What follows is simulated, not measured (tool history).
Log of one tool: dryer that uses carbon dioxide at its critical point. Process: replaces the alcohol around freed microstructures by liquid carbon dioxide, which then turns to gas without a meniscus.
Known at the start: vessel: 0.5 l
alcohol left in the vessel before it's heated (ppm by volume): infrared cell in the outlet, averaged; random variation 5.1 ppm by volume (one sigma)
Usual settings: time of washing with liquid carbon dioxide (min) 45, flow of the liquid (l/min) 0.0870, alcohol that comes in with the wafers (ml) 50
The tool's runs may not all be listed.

| run | hour | time of washing with liquid carbon dioxide (min) | flow of the liquid (l/min) | alcohol that comes in with the wafers (ml) | alcohol left in the vessel before it's heated (ppm by volume) |
|---|---|---|---|---|---|
| 1 | 0.0 | 45 | 0.0870 | 50 | 173 |
|  | 2.7 | inlet filter changed |
| 2 | 6.2 | 45 | 0.0870 | 50 | 86 |
| 3 | 15.2 | 45 | 0.1299 | 50 | 17 |
| 4 | 24.4 | 45 | 0.0870 | 77 | 130 |
| 5 | 36.6 | 45 | 0.1120 | 77 | 27 |
| 6 | 46.8 | 45 | 0.1120 | 77 | 34 |
| 7 | 56.8 | 45 | 0.0870 | 50 | 99 |
| 8 | 64.5 | 45 | 0.0870 | 50 | 89 |
| 9 | 71.4 | 45 | 0.0870 | 50 | 95 |
| 10 | 79.4 | 70 | 0.0870 | 50 | 15 |
| 11 | 89.5 | 70 | 0.0870 | 50 | 24 |
| 12 | 100.7 | 70 | 0.0870 | 50 | 17 |
| 13 | 105.8 | 70 | 0.0870 | 79 | 20 |
| 14 | 116.9 | 45 | 0.0870 | 50 | 106 |
| 15 | 126.6 | 45 | 0.0870 | 50 | 97 |
| 16 | 134.0 | 45 | 0.0870 | 50 | 116 |
| 17 | 145.3 | 56 | 0.0870 | 50 | 40 |
| 18 | 155.6 | 56 | 0.0870 | 50 | 38 |
| 19 | 166.8 | 56 | 0.0870 | 50 | 38 |
| 20 | 174.1 | 70 | 0.0870 | 50 | 27 |
| 21 | 184.5 | 45 | 0.0870 | 50 | 128 |
| 22 | 196.9 | 45 | 0.0870 | 50 | 121 |
| 23 | 205.6 | 45 | 0.0870 | 38 | 102 |
| 24 | 212.9 | 45 | 0.0549 | 54 | 1587 |
| 25 | 219.2 | 45 | 0.0717 | 46 | 356 |
| 26 | 224.7 | 30 | 0.0870 | 66 | 1349 |
| 27 | 235.8 | 45 | 0.0614 | 64 | 1127 |
| 28 | 243.0 | 45 | 0.0614 | 64 | 1136 |
| 29 | 253.1 | 62 | 0.0925 | 31 | 27 |
| 30 | 258.8 | 59 | 0.0711 | 22 | 70 |
| 31 | 267.5 | 59 | 0.0711 | 22 | 62 |
| 32 | 277.6 | 58 | 0.0829 | 93 | 75 |
| 33 | 285.8 | 44 | 0.0861 | 87 | 267 |
| 34 | 295.7 | 49 | 0.1127 | 34 | 49 |
| 35 | 306.4 | 49 | 0.1127 | 34 | 39 |
| 36 | 311.9 | 33 | 0.1127 | 34 | 135 |
| 37 | 319.9 | 54 | 0.0562 | 22 | 291 |
| 38 | 331.8 | 31 | 0.0562 | 22 | 2411 |
| 39 | 339.9 | 68 | 0.0562 | 22 | 114 |
| 40 | 350.5 | 68 | 0.0562 | 22 | 106 |
| 41 | 360.7 | 68 | 0.0562 | 22 | 114 |
| 42 | 367.7 | 68 | 0.0562 | 22 | 108 |
| 43 | 379.3 | 68 | 0.0562 | 22 | 115 |
| 44 | 386.1 | 27 | 0.0520 | 48 | 9067 |
| 45 | 394.7 | 35 | 0.0870 | 50 | 582 |
| 46 | 401.4 | 32 | 0.0870 | 51 | 911 |

4 ways to go on from here, each from the tool as it stands after run 46. What would each give?
| A | 407.1 | 42 | 0.0870 | 50 | ? |
| B | 407.1 | 46 | 0.0957 | 50 | ? |
| C | 407.1 | 56 | 0.0870 | 51 | ? |
| D | 407.1 | 42 | 0.0894 | 50 | ? |

| run | alcohol left in the vessel before it's heated (ppm by volume) |
|---|---|
| A | 238 |
| B | 101 |
| C | 75 |
| D | 211 |
Without the tool's hidden state the same runs would have given:
| run | alcohol left in the vessel before it's heated (ppm by volume) |
|---|---|
| A | 132 |
| B | 41 |
| C | 22 |
| D | 115 |
